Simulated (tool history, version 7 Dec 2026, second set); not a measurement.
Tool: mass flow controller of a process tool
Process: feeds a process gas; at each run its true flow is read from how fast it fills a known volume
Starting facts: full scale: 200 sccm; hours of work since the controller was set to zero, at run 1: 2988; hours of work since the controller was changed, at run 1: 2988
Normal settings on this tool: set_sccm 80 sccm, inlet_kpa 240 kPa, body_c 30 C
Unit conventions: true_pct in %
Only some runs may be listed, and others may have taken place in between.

run,hour,set_sccm,inlet_kpa,body_c,hours of work since the controller was set to zero,hours of work since the controller was changed,true_pct
1,0.0,80,240,30,2988,2988,99.51
2,255.3,80,240,38,3069,3069,99.25
3,438.8,80,240,38,3128,3128,99.24
4,563.0,80,240,38,3167,3167,99.37
5,724.9,80,240,38,3219,3219,99.29
6,834.2,80,240,38,3254,3254,99.24
7,1072.1,80,240,30,3330,3330,99.52
8,1201.5,80,240,30,3371,3371,99.48
9,1446.5,80,240,30,3449,3449,99.62
10,1598.8,80,240,30,3498,3498,99.50
11,1768.6,80,240,30,3552,3552,99.46
12,1935.4,80,240,30,3606,3606,99.55
13,2131.9,80,240,32,3668,3668,99.39
14,2352.1,80,240,32,3739,3739,99.39
15,2475.5,80,240,32,3778,3778,99.50
16,2618.0,80,240,32,3823,3823,99.44
17,2762.2,80,240,32,3869,3869,99.43
18,2900.8,80,240,20,3914,3914,100.00
19,3030.1,80,162,27,3955,3955,99.63
20,3257.2,65,230,35,4027,4027,99.11
21,3492.8,100,153,23,4103,4103,100.01
22,3646.3,110,145,35,4152,4152,99.46
23,3886.5,110,145,35,4228,4228,99.64
24,4130.3,131,240,30,4306,4306,100.06
25,4323.7,131,240,30,4368,4368,99.93
26,4514.4,131,240,30,4429,4429,100.08
27,4763.9,131,240,30,4508,4508,100.04
28,4983.7,131,240,30,4578,4578,99.96
29,5208.8,58,240,32,4650,4650,99.12
30,5459.8,58,263,30,4730,4730,99.12
31,5663.6,143,240,32,4795,4795,100.04
32,5865.0,143,240,32,4860,4860,100.24
33,6125.3,143,240,32,4943,4943,99.96

Hidden state or all else? Some run-to-run changes of true_pct, split into what the settings, what came in and random variation would give without the hidden state, and what is left for the hidden state (with any gauge scatter that isn't in both results):
What the log doesn't record here: flow at rest that the sensor doesn't see, % of full scale; true flow over the shown one, %; drift of the gauge itself on true_pct, %.
Run 20 -> 21: set_sccm 65 -> 100, inlet_kpa 230 -> 153, body_c 35 -> 23. true_pct +0.90 %: hidden state +0.32, all else +0.58.
Run 28 -> 29: set_sccm 131 -> 58, body_c 30 -> 32. true_pct -0.84 %: hidden state -0.65, all else -0.19.
Run 30 -> 31: set_sccm 58 -> 143, inlet_kpa 263 -> 240, body_c 30 -> 32. true_pct +0.92 %: hidden state +0.71, all else +0.21.

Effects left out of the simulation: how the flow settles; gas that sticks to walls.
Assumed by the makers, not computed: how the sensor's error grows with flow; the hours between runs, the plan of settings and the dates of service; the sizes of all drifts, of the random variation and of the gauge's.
